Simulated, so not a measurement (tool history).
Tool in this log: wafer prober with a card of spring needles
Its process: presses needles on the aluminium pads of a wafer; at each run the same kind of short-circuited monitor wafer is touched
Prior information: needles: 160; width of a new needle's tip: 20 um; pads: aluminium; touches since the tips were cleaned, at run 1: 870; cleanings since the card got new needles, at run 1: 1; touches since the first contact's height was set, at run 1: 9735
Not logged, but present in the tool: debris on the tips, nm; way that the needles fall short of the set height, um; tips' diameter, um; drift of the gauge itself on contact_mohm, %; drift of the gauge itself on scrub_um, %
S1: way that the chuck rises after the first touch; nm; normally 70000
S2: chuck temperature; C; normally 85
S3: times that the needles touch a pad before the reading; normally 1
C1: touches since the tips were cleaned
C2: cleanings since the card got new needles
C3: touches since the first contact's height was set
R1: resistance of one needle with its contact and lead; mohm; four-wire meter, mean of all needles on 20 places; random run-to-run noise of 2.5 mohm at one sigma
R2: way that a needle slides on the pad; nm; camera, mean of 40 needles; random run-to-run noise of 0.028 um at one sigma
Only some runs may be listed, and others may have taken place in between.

run	day	S1	S2	S3	C1	C2	C3	R1	R2
1	0	70000	85	1	870	1	9735	341	14900
2	1	70000	85	1	6936	1	15801	454	14850
# day 1.312: tips cleaned on abrasive film
3	1.838	70000	68	1	3170	2	20838	412	14870
# day 2.754: tips cleaned on abrasive film
4	2.754	70000	68	1	0	3	26356	299	14840
5	3.833	74000	68	1	6542	3	32898	435	15700
# day 4.175: tips cleaned on abrasive film
6	5.142	74000	68	1	5857	4	40801	436	15680
# day 5.596: tips cleaned on abrasive film
7	5.975	74000	68	1	2286	5	45802	381	15700
# day 7.062: tips cleaned on abrasive film
8	7.3	70000	85	2	1452	6	53821	343	14800
9	7.871	70000	85	1	4900	6	57269	449	14860
# day 8.521: tips cleaned on abrasive film
10	8.792	70000	85	1	1628	7	62816	380	14780
# day 10.021: tips cleaned on abrasive film
11	10.038	70000	85	1	90	8	70336	305	14770
12	11.112	51000	85	1	6591	8	76837	610	10770
# day 11.462: tips cleaned on abrasive film
13	12.196	51000	85	1	4447	9	83389	579	10730
# day 12.9: tips cleaned on abrasive film
14	13.45	51000	85	1	3318	10	90940	549	10720
15	14.138	51000	85	1	7502	10	95124	627	10740
# day 14.383: tips cleaned on abrasive film
16	15.1	61000	85	1	4348	11	100915	478	12870
17	15.7	61000	85	1	7972	11	104539	526	12810
# day 15.896: tips cleaned on abrasive film
18	16.583	61000	85	1	4176	12	109878	477	12830
# day 17.338: tips cleaned on abrasive film
19	17.758	56000	93	1	2560	13	116969	483	11790
# day 18.808: tips cleaned on abrasive film
20	18.933	56000	93	1	757	14	124061	395	11780
21	19.542	56000	93	1	4423	14	127727	523	11730
# day 20.246: tips cleaned on abrasive film
22	20.862	56000	93	1	3747	15	135715	509	11760

The next listed run, before its measurement:
23	21.55	78000	49	2	7901	15	139869	?	?

R1: 368 mohm
R2: 16420 nm
With no hidden state in the tool, this same run would have given R1 275 mohm, R2 16560 nm.
